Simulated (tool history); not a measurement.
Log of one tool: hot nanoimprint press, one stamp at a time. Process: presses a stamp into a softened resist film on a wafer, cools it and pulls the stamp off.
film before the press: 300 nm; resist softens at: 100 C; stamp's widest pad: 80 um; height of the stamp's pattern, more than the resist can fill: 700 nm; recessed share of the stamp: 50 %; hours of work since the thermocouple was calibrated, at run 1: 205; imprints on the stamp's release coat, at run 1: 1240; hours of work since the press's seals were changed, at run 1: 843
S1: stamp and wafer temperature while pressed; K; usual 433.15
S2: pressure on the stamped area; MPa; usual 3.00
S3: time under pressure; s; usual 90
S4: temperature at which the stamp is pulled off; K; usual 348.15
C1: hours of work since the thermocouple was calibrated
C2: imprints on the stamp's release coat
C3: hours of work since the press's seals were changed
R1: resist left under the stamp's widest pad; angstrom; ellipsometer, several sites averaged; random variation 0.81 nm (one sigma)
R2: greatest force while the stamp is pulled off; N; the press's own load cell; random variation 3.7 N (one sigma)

{"run": 1, "day": 0.0, "S1": 433.15, "S2": 3.0, "S3": 90, "S4": 348.15, "C1": 205, "C2": 1240, "C3": 843, "R1": 1043, "R2": 180}
{"run": 2, "day": 2.112, "S1": 440.15, "S2": 3.0, "S3": 90, "S4": 348.15, "C1": 227, "C2": 1316, "C3": 864, "R1": 867, "R2": 182}
{"day": 3.158, "done": "press's hydraulic seals changed and the load cell set to zero"}
{"run": 3, "day": 4.046, "S1": 440.15, "S2": 3.0, "S3": 90, "S4": 348.15, "C1": 243, "C2": 1373, "C3": 9, "R1": 858, "R2": 180}
{"run": 4, "day": 6.446, "S1": 433.15, "S2": 3.0, "S3": 90, "S4": 348.15, "C1": 268, "C2": 1459, "C3": 34, "R1": 1051, "R2": 176}
{"run": 5, "day": 8.529, "S1": 433.15, "S2": 2.24, "S3": 90, "S4": 348.15, "C1": 289, "C2": 1534, "C3": 55, "R1": 1256, "R2": 178}
{"run": 6, "day": 11.621, "S1": 435.15, "S2": 3.0, "S3": 90, "S4": 348.15, "C1": 321, "C2": 1645, "C3": 86, "R1": 997, "R2": 180}
{"run": 7, "day": 12.912, "S1": 433.15, "S2": 3.0, "S3": 90, "S4": 348.15, "C1": 334, "C2": 1691, "C3": 100, "R1": 1044, "R2": 183}
{"run": 8, "day": 14.525, "S1": 441.15, "S2": 3.0, "S3": 90, "S4": 348.15, "C1": 350, "C2": 1749, "C3": 116, "R1": 838, "R2": 179}
{"day": 15.212, "done": "plate thermocouple calibrated"}
{"run": 9, "day": 17.15, "S1": 441.15, "S2": 3.0, "S3": 90, "S4": 348.15, "C1": 20, "C2": 1839, "C3": 142, "R1": 840, "R2": 179}
{"run": 10, "day": 19.429, "S1": 433.15, "S2": 3.0, "S3": 90, "S4": 355.15, "C1": 43, "C2": 1920, "C3": 165, "R1": 1057, "R2": 151}
{"run": 11, "day": 21.142, "S1": 433.15, "S2": 3.0, "S3": 90, "S4": 348.15, "C1": 61, "C2": 1982, "C3": 182, "R1": 1063, "R2": 179}
{"run": 12, "day": 22.742, "S1": 433.15, "S2": 3.0, "S3": 90, "S4": 348.15, "C1": 77, "C2": 2039, "C3": 199, "R1": 1047, "R2": 176}
{"run": 13, "day": 24.454, "S1": 433.15, "S2": 3.0, "S3": 90, "S4": 348.15, "C1": 94, "C2": 2101, "C3": 216, "R1": 1063, "R2": 173}
{"run": 14, "day": 26.279, "S1": 433.15, "S2": 3.0, "S3": 90, "S4": 348.15, "C1": 113, "C2": 2166, "C3": 235, "R1": 1055, "R2": 175}
{"run": 15, "day": 28.046, "S1": 433.15, "S2": 3.0, "S3": 90, "S4": 348.15, "C1": 131, "C2": 2230, "C3": 253, "R1": 1077, "R2": 188}
{"day": 28.858, "done": "stamp cleaned and given a new release coat"}
{"run": 16, "day": 30.6, "S1": 437.15, "S2": 1.86, "S3": 119, "S4": 353.15, "C1": 155, "C2": 62, "C3": 276, "R1": 1131, "R2": 155}
{"run": 17, "day": 32.671, "S1": 437.15, "S2": 1.86, "S3": 119, "S4": 353.15, "C1": 176, "C2": 137, "C3": 298, "R1": 1145, "R2": 155}

Run 18 comes next. What will it give?
{"run": 18, "day": 35.158, "S1": 437.15, "S2": 1.86, "S3": 99, "S4": 348.15, "C1": 201, "C2": 226, "C3": 323, "R1": "?", "R2": "?"}

Run 18 gave R1 1216 angstrom, R2 178 N.
Without the tool's hidden state the same run would have given R1 1216 angstrom, R2 178 N.

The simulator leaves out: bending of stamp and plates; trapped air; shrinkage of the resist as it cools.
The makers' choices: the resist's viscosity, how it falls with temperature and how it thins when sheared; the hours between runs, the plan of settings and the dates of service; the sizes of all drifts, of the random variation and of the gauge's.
